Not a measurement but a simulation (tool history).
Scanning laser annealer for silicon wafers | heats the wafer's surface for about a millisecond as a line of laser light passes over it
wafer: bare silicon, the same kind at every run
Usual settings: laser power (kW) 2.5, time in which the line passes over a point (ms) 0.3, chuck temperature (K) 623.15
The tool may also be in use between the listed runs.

| run | day | laser power (kW) | time in which the line passes over a point (ms) | chuck temperature (K) | highest temperature of the surface (K) |
|---|---|---|---|---|---|
| 1 | 0 | 2.5 | 0.3 | 623.15 | 1371.85 |
| 2 | 2.633 | 2.5 | 0.3 | 623.15 | 1369.45 |
| 3 | 5.867 | 2.5 | 0.3 | 623.15 | 1368.85 |
| 4 | 7.725 | 2.5 | 0.3 | 605.15 | 1349.65 |
| 5 | 10.075 | 2.5 | 0.3 | 623.15 | 1367.15 |
| 6 | 13.483 | 2.5 | 0.3 | 623.15 | 1366.35 |
| 7 | 15.833 | 2.5 | 0.3 | 623.15 | 1365.15 |
| 8 | 17.829 | 2.5 | 0.3 | 623.15 | 1365.75 |
|  | 19.675 | window over the wafer cleaned |
| 9 | 21.35 | 2.5 | 0.3 | 597.15 | 1351.45 |
| 10 | 23.571 | 2.5 | 0.3 | 597.15 | 1351.45 |
| 11 | 27.483 | 2.5 | 0.3 | 600.15 | 1351.35 |
| 12 | 31.112 | 2.476 | 0.3 | 623.15 | 1366.65 |
| 13 | 33.921 | 2.5 | 0.227 | 623.15 | 1288.95 |
| 14 | 35.762 | 2.5 | 0.227 | 623.15 | 1286.05 |
| 15 | 38.192 | 2.375 | 0.227 | 623.15 | 1253.95 |
| 16 | 41.033 | 2.5 | 0.3 | 646.15 | 1394.65 |
| 17 | 43.438 | 2.5 | 0.3 | 646.15 | 1391.25 |
| 18 | 45.871 | 2.5 | 0.3 | 623.15 | 1369.75 |
| 19 | 48.888 | 2.5 | 0.3 | 623.15 | 1368.35 |
| 20 | 52.85 | 2.5 | 0.3 | 623.15 | 1368.25 |
| 21 | 55.412 | 2.5 | 0.313 | 623.15 | 1379.85 |
| 22 | 59.554 | 2.5 | 0.313 | 623.15 | 1378.85 |
| 23 | 62.358 | 2.5 | 0.313 | 623.15 | 1377.05 |
| 24 | 65.838 | 2.5 | 0.313 | 623.15 | 1377.65 |
|  | 66.171 | laser's power meter calibrated |
| 25 | 69.629 | 2.5 | 0.34 | 624.15 | 1405.15 |
| 26 | 72.571 | 2.531 | 0.301 | 625.15 | 1372.85 |
|  | 74.121 | window over the wafer cleaned |
| 27 | 75.888 | 2.531 | 0.283 | 614.15 | 1357.95 |
| 28 | 78.642 | 2.61 | 0.322 | 653.15 | 1463.35 |
|  | 81.188 | laser's power meter calibrated, once more |
| 29 | 82 | 2.333 | 0.329 | 641.15 | 1365.45 |
| 30 | 84.771 | 2.397 | 0.223 | 612.15 | 1242.45 |
| 31 | 86.862 | 2.221 | 0.25 | 612.15 | 1223.75 |
| 32 | 90.125 | 2.221 | 0.232 | 606.15 | 1199.25 |
| 33 | 93.183 | 2.451 | 0.377 | 593.15 | 1395.15 |
| 34 | 95.279 | 2.451 | 0.306 | 626.15 | 1357.55 |
| 35 | 97.288 | 2.478 | 0.336 | 604.15 | 1373.25 |
| 36 | 99.083 | 2.265 | 0.336 | 643.15 | 1349.35 |
| 37 | 102.688 | 2.5 | 0.3 | 623.15 | 1363.05 |
| 38 | 105.25 | 2.175 | 0.3 | 623.15 | 1266.55 |
| 39 | 107.779 | 2.627 | 0.26 | 623.15 | 1350.55 |
| 40 | 111.704 | 2.627 | 0.28 | 624.15 | 1373.55 |

Measured less the same run without the tool's hidden state. The same run-to-run variation is in both; the gauge's scatter may not be:
The hidden state here: light that passes the window, % of a clean one's; laser's true power over the reading, %; width of the line over the set one, %; drift of the gauge itself on peak_c, C.
| run | highest temperature of the surface (K) |
|---|---|
| 1 | -6.4 |
| 2 | -7.3 |
| 3 | -8.3 |
| 4 | -8.9 |
| 5 | -9.6 |
| 6 | -10.6 |
| 7 | -11.3 |
| 8 | -11.9 |
| 9 | -0.1 |
| 10 | -0.8 |
| 11 | -2 |
| 12 | -3 |
| 13 | -3.5 |
| 14 | -4 |
| 15 | -4.4 |
| 16 | -6.1 |
| 17 | -6.9 |
| 18 | -7.6 |
| 19 | -8.6 |
| 20 | -9.7 |
| 21 | -10.7 |
| 22 | -12.1 |
| 23 | -13 |
| 24 | -14.1 |
| 25 | -14.9 |
| 26 | -15.3 |
| 27 | +0.5 |
| 28 | -0.5 |
| 29 | -9.4 |
| 30 | -8.8 |
| 31 | -9.1 |
| 32 | -9.6 |
| 33 | -14.1 |
| 34 | -13.5 |
| 35 | -14.9 |
| 36 | -14.2 |
| 37 | -15.9 |
| 38 | -14.6 |
| 39 | -17.2 |
| 40 | -19.1 |

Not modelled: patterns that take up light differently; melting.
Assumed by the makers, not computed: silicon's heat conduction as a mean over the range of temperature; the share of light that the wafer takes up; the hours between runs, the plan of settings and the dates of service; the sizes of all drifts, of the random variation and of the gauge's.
